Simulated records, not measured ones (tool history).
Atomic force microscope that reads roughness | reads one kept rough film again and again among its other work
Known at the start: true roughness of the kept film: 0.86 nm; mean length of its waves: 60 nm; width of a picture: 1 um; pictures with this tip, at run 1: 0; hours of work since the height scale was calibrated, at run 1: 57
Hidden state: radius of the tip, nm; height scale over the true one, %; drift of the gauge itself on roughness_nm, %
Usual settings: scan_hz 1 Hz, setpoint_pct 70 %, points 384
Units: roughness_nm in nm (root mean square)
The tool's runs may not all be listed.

| run | day | scan_hz | setpoint_pct | points | pictures with this tip | hours of work since the height scale was calibrated | roughness_nm |
|---|---|---|---|---|---|---|---|
| 1 | 0 | 1 | 70 | 384 | 0 | 57 | 0.834 |
| 2 | 1.246 | 1 | 70 | 384 | 67 | 79 | 0.829 |
| 3 | 2.212 | 1 | 70 | 384 | 119 | 96 | 0.825 |
| 4 | 3.025 | 1 | 70 | 384 | 163 | 111 | 0.821 |
| 5 | 3.533 | 1 | 70 | 909 | 190 | 120 | 0.82 |
| 6 | 4.479 | 1 | 70 | 384 | 241 | 137 | 0.818 |
| 7 | 5.233 | 1 | 70 | 384 | 282 | 150 | 0.812 |
| 8 | 6.217 | 1.42 | 70 | 384 | 335 | 168 | 0.803 |
|  | 6.842 | new tip fitted |
| 9 | 7.25 | 1.42 | 70 | 271 | 22 | 186 | 0.823 |
| 10 | 8.062 | 1.42 | 70 | 271 | 66 | 200 | 0.821 |
| 11 | 9.071 | 1.42 | 70 | 271 | 120 | 218 | 0.819 |
| 12 | 9.825 | 1.42 | 70 | 271 | 160 | 232 | 0.815 |
| 13 | 10.433 | 1.42 | 70 | 271 | 193 | 243 | 0.812 |
| 14 | 11.396 | 1.42 | 70 | 678 | 245 | 260 | 0.813 |
| 15 | 12.158 | 1 | 70 | 384 | 286 | 273 | 0.815 |
| 16 | 12.746 | 1.41 | 65 | 788 | 317 | 284 | 0.813 |
| 17 | 13.554 | 1.41 | 65 | 788 | 361 | 298 | 0.809 |
|  | 13.667 | new tip fitted |
| 18 | 14.65 | 1.41 | 65 | 788 | 53 | 317 | 0.833 |
| 19 | 15.275 | 1.41 | 65 | 275 | 86 | 329 | 0.83 |
| 20 | 16.054 | 2.64 | 75 | 442 | 128 | 342 | 0.79 |
| 21 | 17.096 | 2.64 | 75 | 489 | 184 | 361 | 0.784 |
| 22 | 17.858 | 2.81 | 60 | 294 | 225 | 375 | 0.812 |
| 23 | 19.108 | 2.12 | 60 | 294 | 292 | 397 | 0.816 |
| 24 | 20.262 | 3.23 | 60 | 531 | 355 | 418 | 0.801 |
|  | 20.533 | new tip fitted |
| 25 | 21.475 | 3.6 | 60 | 341 | 51 | 439 | 0.819 |
| 26 | 22.296 | 0.64 | 78 | 813 | 95 | 453 | 0.832 |
| 27 | 22.975 | 2.38 | 70 | 889 | 131 | 465 | 0.807 |
| 28 | 23.812 | 3.08 | 70 | 630 | 176 | 480 | 0.793 |
| 29 | 24.604 | 2.28 | 70 | 630 | 219 | 495 | 0.803 |

Hidden state at the last listed run before each entry between runs and at the first one after, where it differs:
Between runs 8 and 9: new tip fitted (day 6.842)
  radius of the tip, nm: 41.4 -> 12.8; height scale over the true one, %: 0.14 -> 0.17
  measured less the result without the state, roughness_nm: -0.022 -> -0.001 nm (root mean square)
Between runs 17 and 18: new tip fitted (day 13.667)
  radius of the tip, nm: 44.9 -> 14.7; height scale over the true one, %: 0.34 -> 0.37
  measured less the result without the state, roughness_nm: -0.024 -> +0 nm (root mean square)
Between runs 24 and 25: new tip fitted (day 20.533)
  radius of the tip, nm: 42.5 -> 15.3; height scale over the true one, %: 0.52 -> 0.55
  measured less the result without the state, roughness_nm: -0.02 -> +0 nm (root mean square)
